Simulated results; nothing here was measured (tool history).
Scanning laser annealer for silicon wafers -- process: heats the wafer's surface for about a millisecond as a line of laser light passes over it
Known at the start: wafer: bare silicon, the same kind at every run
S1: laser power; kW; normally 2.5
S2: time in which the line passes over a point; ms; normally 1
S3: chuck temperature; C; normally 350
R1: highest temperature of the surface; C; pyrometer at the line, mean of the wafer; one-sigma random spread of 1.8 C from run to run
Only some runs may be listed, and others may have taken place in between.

Run 1, hour 0: usual settings. Result: R1 1026 C.
Run 2, hour 21.7: usual settings. Result: R1 1029 C.
Run 3, hour 50.3: usual settings but S3 316 C. Result: R1 986 C.
Run 4, hour 77.7: usual settings. Result: R1 1022 C.
Run 5, hour 106.5: usual settings. Result: R1 1019 C.
Run 6, hour 125.8: usual settings. Result: R1 1019 C.
Run 7, hour 146.1: usual settings. Result: R1 1018 C.
Run 8, hour 173: usual settings but S3 329 C. Result: R1 995 C.
Run 9, hour 203.6: usual settings but S1 2.711 kW. Result: R1 1088 C.
Run 10, hour 220.9: usual settings but S3 366 C. Result: R1 1032 C.
Run 11, hour 250.8: usual settings but S3 366 C. Result: R1 1028 C.
Run 12, hour 275.2: usual settings but S2 0.81 ms. Result: R1 944 C.
At hour 288.5: window over the wafer cleaned.
Run 13, hour 291.3: usual settings but S2 0.81 ms. Result: R1 978 C.
Run 14, hour 308.4: usual settings but S1 2.147 kW. Result: R1 921 C.
Run 15, hour 330.3: usual settings but S1 2.147 kW. Result: R1 922 C.
Run 16, hour 344.5: usual settings but S1 2.147 kW. Result: R1 921 C.
Run 17, hour 370.5: usual settings but S1 2.147 kW. Result: R1 918 C.
Run 18, hour 388.5: usual settings but S1 2.147 kW. Result: R1 921 C.
Run 19, hour 414.6: usual settings but S1 2.147 kW. Result: R1 919 C.
Run 20, hour 435.3: usual settings. Result: R1 1044 C.
Run 21, hour 466.8: usual settings but S2 0.75 ms, S3 317 C. Result: R1 914 C.
Run 22, hour 481: usual settings but S1 2.587 kW, S2 0.78 ms, S3 317 C. Result: R1 951 C.
Run 23, hour 501.3: usual settings but S1 2.587 kW, S2 0.72 ms, S3 344 C. Result: R1 953 C.
Run 24, hour 517.6: usual settings but S1 2.178 kW. Result: R1 918 C.
Run 25, hour 545.9: usual settings but S1 2.445 kW, S2 0.96 ms, S3 371 C. Result: R1 1026 C.
Run 26, hour 569.3: usual settings but S1 2.701 kW, S3 356 C. Result: R1 1116 C.
Run 27, hour 587.7: usual settings but S1 2.701 kW, S3 356 C. Result: R1 1117 C.
Run 28, hour 608.1: usual settings but S2 1.2 ms, S3 313 C. Result: R1 1063 C.
Run 29, hour 639.2: usual settings but S1 2.431 kW, S2 0.8 ms, S3 357 C. Result: R1 944 C.
Run 30, hour 667.5: usual settings but S1 2.431 kW, S2 0.8 ms, S3 357 C. Result: R1 938 C.
Run 31, hour 687.9: usual settings but S1 2.431 kW, S2 0.8 ms, S3 357 C. Result: R1 941 C.
At hour 708.6: optics aligned, line set to its width.
Run 32, hour 712.7: usual settings but S2 1.06 ms. Result: R1 1069 C.
Run 33, hour 741.7: usual settings but S1 2.622 kW, S2 0.97 ms, S3 363 C. Result: R1 1099 C.
Run 34, hour 758.7: usual settings but S1 2.622 kW, S2 0.97 ms, S3 363 C. Result: R1 1094 C.
Run 35, hour 774.9: usual settings but S1 2.308 kW, S2 0.75 ms. Result: R1 890 C.
Run 36, hour 805.9: usual settings but S1 2.537 kW, S2 0.74 ms. Result: R1 953 C.
Run 37, hour 819: usual settings but S1 2.537 kW, S2 0.74 ms. Result: R1 950 C.
Run 38, hour 843.5: usual settings but S1 2.705 kW, S2 0.92 ms, S3 382 C. Result: R1 1119 C.
Run 39, hour 873.2: usual settings but S1 2.126 kW, S2 0.92 ms, S3 330 C. Result: R1 862 C.
Run 40, hour 894: usual settings but S1 2.309 kW, S2 0.78 ms, S3 331 C. Result: R1 877 C.

Below are 4 alternative next runs, each starting from the tool's condition after run 40. Predict each:
Run A, hour 909.5: usual settings but S1 2.631 kW, S2 1.11 ms. Result: R1 ?.
Run B, hour 909.5: usual settings but S2 1.1 ms. Result: R1 ?.
Run C, hour 909.5: usual settings but S1 2.309 kW, S2 1.23 ms, S3 331 C. Result: R1 ?.
Run D, hour 909.5: usual settings but S3 386 C. Result: R1 ?.

run    R1
  A  1128
  B  1071
  C  1018
  D  1072
Without the tool's hidden state the same runs would have given:
run    R1
  A  1169
  B  1109
  C  1055
  D  1108
